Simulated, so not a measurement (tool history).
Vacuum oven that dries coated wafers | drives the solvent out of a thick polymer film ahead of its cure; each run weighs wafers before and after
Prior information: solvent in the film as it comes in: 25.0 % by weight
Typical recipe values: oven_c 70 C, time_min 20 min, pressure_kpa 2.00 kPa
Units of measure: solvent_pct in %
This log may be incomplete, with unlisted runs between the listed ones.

Run 1, hour 0.0: usual settings. Result: solvent_pct 4.71 %.
Run 2, hour 8.6: usual settings. Result: solvent_pct 4.68 %.
Run 3, hour 16.7: usual settings. Result: solvent_pct 4.84 %.
Run 4, hour 27.9: usual settings but pressure_kpa 4.05 kPa. Result: solvent_pct 5.18 %.
Run 5, hour 34.8: usual settings. Result: solvent_pct 4.68 %.
Run 6, hour 47.4: usual settings. Result: solvent_pct 4.82 %.
Run 7, hour 54.2: usual settings. Result: solvent_pct 4.74 %.
Run 8, hour 60.5: usual settings but oven_c 66 C. Result: solvent_pct 7.16 %.
Run 9, hour 69.9: usual settings but oven_c 66 C. Result: solvent_pct 6.86 %.
Run 10, hour 81.1: usual settings but oven_c 66 C. Result: solvent_pct 6.89 %.
Run 11, hour 88.9: usual settings but oven_c 66 C. Result: solvent_pct 6.97 %.
Run 12, hour 97.2: usual settings but oven_c 66 C. Result: solvent_pct 7.07 %.
Run 13, hour 103.2: usual settings but oven_c 84 C, time_min 34 min, pressure_kpa 2.48 kPa. Result: solvent_pct 0.40 %.
Run 14, hour 109.3: usual settings but oven_c 84 C, time_min 34 min, pressure_kpa 1.45 kPa. Result: solvent_pct 0.16 %.
Run 15, hour 115.1: usual settings but oven_c 84 C, time_min 34 min, pressure_kpa 1.45 kPa. Result: solvent_pct 0.30 %.
Run 16, hour 121.0: usual settings but oven_c 71 C, time_min 34 min, pressure_kpa 5.74 kPa. Result: solvent_pct 2.50 %.
Run 17, hour 130.2: usual settings but oven_c 64 C, time_min 18 min, pressure_kpa 3.32 kPa. Result: solvent_pct 9.35 %.
Run 18, hour 137.8: usual settings but time_min 33 min, pressure_kpa 5.48 kPa. Result: solvent_pct 2.90 %.
Run 19, hour 147.0: usual settings but oven_c 61 C, time_min 33 min, pressure_kpa 1.19 kPa. Result: solvent_pct 6.25 %.
Run 20, hour 158.2: usual settings but oven_c 62 C, time_min 11 min, pressure_kpa 2.40 kPa. Result: solvent_pct 13.53 %.
Run 21, hour 164.3: usual settings but oven_c 61 C, time_min 11 min, pressure_kpa 3.12 kPa. Result: solvent_pct 14.04 %.

Each row is a separate what-if for the run after 21, all from the same tool condition, not one after another. Results?
Run A, hour 171.6: usual settings but oven_c 56 C, time_min 11 min, pressure_kpa 3.12 kPa. Result: solvent_pct ?.
Run B, hour 171.6: usual settings but oven_c 84 C, time_min 11 min, pressure_kpa 5.88 kPa. Result: solvent_pct ?.
Run C, hour 171.6: usual settings but oven_c 61 C, time_min 12 min, pressure_kpa 2.73 kPa. Result: solvent_pct ?.

run  solvent_pct
  A        16.27
  B         2.63
  C        13.22
The same runs, with their run-to-run variation unchanged, on a tool lacking any hidden condition would have given:
run  solvent_pct
  A        16.01
  B         2.42
  C        12.91

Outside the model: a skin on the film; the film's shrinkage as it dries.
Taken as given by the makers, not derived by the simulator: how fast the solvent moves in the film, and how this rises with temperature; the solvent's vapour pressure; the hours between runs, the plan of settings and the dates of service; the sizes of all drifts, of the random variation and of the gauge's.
